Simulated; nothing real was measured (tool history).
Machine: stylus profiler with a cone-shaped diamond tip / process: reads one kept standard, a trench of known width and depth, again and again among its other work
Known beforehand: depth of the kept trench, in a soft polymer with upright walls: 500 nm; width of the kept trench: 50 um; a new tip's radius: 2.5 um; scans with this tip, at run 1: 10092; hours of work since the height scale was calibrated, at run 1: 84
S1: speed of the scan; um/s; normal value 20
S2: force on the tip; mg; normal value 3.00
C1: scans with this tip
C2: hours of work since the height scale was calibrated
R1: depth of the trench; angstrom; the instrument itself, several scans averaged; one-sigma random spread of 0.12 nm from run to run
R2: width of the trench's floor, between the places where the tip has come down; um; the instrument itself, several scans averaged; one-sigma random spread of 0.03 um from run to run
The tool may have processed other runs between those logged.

{"run": 1, "hour": 0.0, "S1": 20, "S2": 3.0, "C1": 10092, "C2": 84, "R1": 5058.5, "R2": 46.9}
{"run": 2, "hour": 40.3, "S1": 20, "S2": 3.0, "C1": 10301, "C2": 103, "R1": 5058.0, "R2": 46.91}
{"run": 3, "hour": 84.3, "S1": 20, "S2": 3.0, "C1": 10528, "C2": 125, "R1": 5060.4, "R2": 46.92}
{"run": 4, "hour": 132.3, "S1": 20, "S2": 3.0, "C1": 10777, "C2": 148, "R1": 5058.6, "R2": 46.93}
{"run": 5, "hour": 175.5, "S1": 57, "S2": 3.0, "C1": 11000, "C2": 169, "R1": 5058.2, "R2": 46.81}
{"run": 6, "hour": 225.6, "S1": 57, "S2": 3.0, "C1": 11259, "C2": 194, "R1": 5062.0, "R2": 46.81}
{"run": 7, "hour": 263.9, "S1": 20, "S2": 3.65, "C1": 11458, "C2": 213, "R1": 5065.7, "R2": 46.9}
{"run": 8, "hour": 316.1, "S1": 6, "S2": 3.0, "C1": 11728, "C2": 238, "R1": 5059.6, "R2": 46.93}
{"run": 9, "hour": 352.3, "S1": 6, "S2": 3.0, "C1": 11915, "C2": 256, "R1": 5057.7, "R2": 47.02}
{"run": 10, "hour": 379.6, "S1": 6, "S2": 3.0, "C1": 12056, "C2": 269, "R1": 5059.2, "R2": 46.92}
{"run": 11, "hour": 409.8, "S1": 5, "S2": 3.0, "C1": 12213, "C2": 284, "R1": 5058.8, "R2": 46.97}
{"run": 12, "hour": 434.9, "S1": 14, "S2": 3.0, "C1": 12343, "C2": 296, "R1": 5057.7, "R2": 46.89}
{"run": 13, "hour": 478.7, "S1": 12, "S2": 3.0, "C1": 12569, "C2": 318, "R1": 5059.5, "R2": 46.96}
{"run": 14, "hour": 518.4, "S1": 12, "S2": 3.0, "C1": 12775, "C2": 337, "R1": 5059.8, "R2": 46.92}
{"run": 15, "hour": 561.3, "S1": 10, "S2": 1.44, "C1": 12997, "C2": 358, "R1": 5035.8, "R2": 46.89}
{"run": 16, "hour": 582.2, "S1": 20, "S2": 2.4, "C1": 13105, "C2": 369, "R1": 5051.2, "R2": 46.91}
{"run": 17, "hour": 608.0, "S1": 21, "S2": 7.56, "C1": 13239, "C2": 381, "R1": 5109.4, "R2": 46.84}
{"hour": 625.4, "done": "new tip fitted, height scale calibrated"}
{"run": 18, "hour": 634.5, "S1": 21, "S2": 7.56, "C1": 47, "C2": 4, "R1": 5108.5, "R2": 46.92}
{"run": 19, "hour": 677.8, "S1": 20, "S2": 4.79, "C1": 272, "C2": 26, "R1": 5080.3, "R2": 46.97}
{"run": 20, "hour": 728.9, "S1": 20, "S2": 1.6, "C1": 536, "C2": 51, "R1": 5037.8, "R2": 46.88}
{"run": 21, "hour": 767.0, "S1": 20, "S2": 2.44, "C1": 733, "C2": 69, "R1": 5050.8, "R2": 46.88}
{"run": 22, "hour": 797.7, "S1": 20, "S2": 2.44, "C1": 892, "C2": 84, "R1": 5052.5, "R2": 46.96}
{"run": 23, "hour": 831.5, "S1": 20, "S2": 4.87, "C1": 1067, "C2": 101, "R1": 5084.0, "R2": 46.97}

Each row is a separate what-if for the run after 23, all from the same tool condition, not one after another. Results?
{"run": "A", "hour": 876.9, "S1": 47, "S2": 3.06, "C1": 1301, "C2": 123, "R1": "?", "R2": "?"}
{"run": "B", "hour": 876.9, "S1": 9, "S2": 4.17, "C1": 1301, "C2": 123, "R1": "?", "R2": "?"}
{"run": "C", "hour": 876.9, "S1": 20, "S2": 4.87, "C1": 1301, "C2": 123, "R1": "?", "R2": "?"}
{"run": "D", "hour": 876.9, "S1": 33, "S2": 4.87, "C1": 1301, "C2": 123, "R1": "?", "R2": "?"}
{"run": "E", "hour": 876.9, "S1": 67, "S2": 1.4, "C1": 1301, "C2": 123, "R1": "?", "R2": "?"}

run=A R1=5060.5 R2=46.91
run=B R1=5073.5 R2=46.98
run=C R1=5081.3 R2=46.93
run=D R1=5081.6 R2=46.90
run=E R1=5033.9 R2=46.67
With the hidden condition removed and each run's random variation left untouched, the same runs would have given:
run=A R1=5060.5 R2=46.92
run=B R1=5073.5 R2=46.98
run=C R1=5081.3 R2=46.94
run=D R1=5081.5 R2=46.90
run=E R1=5033.9 R2=46.68

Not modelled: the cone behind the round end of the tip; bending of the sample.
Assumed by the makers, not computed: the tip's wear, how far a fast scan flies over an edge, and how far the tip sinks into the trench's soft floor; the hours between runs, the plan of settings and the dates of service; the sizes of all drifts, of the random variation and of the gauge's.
